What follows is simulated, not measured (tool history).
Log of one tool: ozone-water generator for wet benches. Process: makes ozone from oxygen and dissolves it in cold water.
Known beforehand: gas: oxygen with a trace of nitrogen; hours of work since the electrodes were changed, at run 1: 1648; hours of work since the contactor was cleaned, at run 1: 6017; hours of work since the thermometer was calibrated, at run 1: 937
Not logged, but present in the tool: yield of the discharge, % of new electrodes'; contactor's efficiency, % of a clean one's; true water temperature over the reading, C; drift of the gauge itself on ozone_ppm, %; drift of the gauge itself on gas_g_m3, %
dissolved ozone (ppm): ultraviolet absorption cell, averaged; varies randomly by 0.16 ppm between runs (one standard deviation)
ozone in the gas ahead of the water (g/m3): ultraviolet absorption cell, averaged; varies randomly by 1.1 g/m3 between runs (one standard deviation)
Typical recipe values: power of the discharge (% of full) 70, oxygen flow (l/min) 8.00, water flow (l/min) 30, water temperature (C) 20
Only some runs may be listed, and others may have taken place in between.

run,hour,power of the discharge (% of full),oxygen flow (l/min),water flow (l/min),water temperature (C),hours of work since the electrodes were changed,hours of work since the contactor was cleaned,hours of work since the thermometer was calibrated,dissolved ozone (ppm),ozone in the gas ahead of the water (g/m3)
1,0.0,70,8.00,30,20,1648,6017,937,18.3,192.0
2,39.6,70,8.00,30,15,1676,6045,965,19.7,191.2
3,76.3,70,8.00,30,15,1702,6071,991,19.8,189.8
4,121.9,70,8.00,20,20,1734,6104,1023,24.5,192.3
5,181.5,70,8.00,26,20,1777,6146,1066,20.3,188.2
6,220.7,70,8.00,26,20,1804,6174,1094,20.5,191.5
7,251.0,70,8.00,20,20,1826,6196,1115,24.3,191.4
8,305.4,70,8.00,39,20,1865,6234,1154,15.1,191.7
9,360.6,70,8.00,30,20,1904,6274,1193,18.3,189.5
10,389.7,70,8.00,30,20,1925,6294,1214,18.2,189.2
11,435.0,70,8.00,30,20,1957,6326,1246,18.5,191.2
12,484.5,79,8.00,30,20,1992,6362,1281,19.8,206.6
13,535.6,70,8.00,30,24,2028,6398,1318,17.2,190.3
14,561.1,70,8.00,30,24,2047,6416,1336,17.2,188.2
15,590.7,70,8.00,30,24,2068,6437,1357,17.2,191.4
16,629.1,74,8.00,30,20,2095,6465,1384,18.8,197.3
17,669.3,74,4.48,30,20,2123,6493,1413,19.4,287.2
18,704.4,74,4.48,30,20,2148,6518,1438,19.5,285.6
19,747.4,69,4.48,30,20,2179,6549,1468,18.5,272.0
20,784.1,69,4.48,22,17,2205,6575,1494,24.5,274.8
21,833.8,83,8.77,18,23,2240,6610,1530,26.2,201.1
# hour 839.7: water thermometer calibrated
22,864.7,70,4.90,36,13,2262,6632,18,17.0,260.6
23,917.9,70,4.90,36,13,2300,6669,56,16.8,258.1
# hour 944.5: water thermometer calibrated, once more
24,973.4,70,5.57,36,21,2339,6709,21,15.6,241.1
25,1020.3,58,4.19,30,23,2372,6742,54,15.6,251.4
26,1048.3,86,11.04,22,22,2392,6762,74,23.1,178.7

Predict the results of run 27:
27,1085.5,86,11.04,22,22,2419,6788,100,?,?

dissolved ozone (ppm): 23.2
ozone in the gas ahead of the water (g/m3): 176.4
Minus the tool's unlogged condition, the same run would have read dissolved ozone (ppm) 25.9, ozone in the gas ahead of the water (g/m3) 185.3.
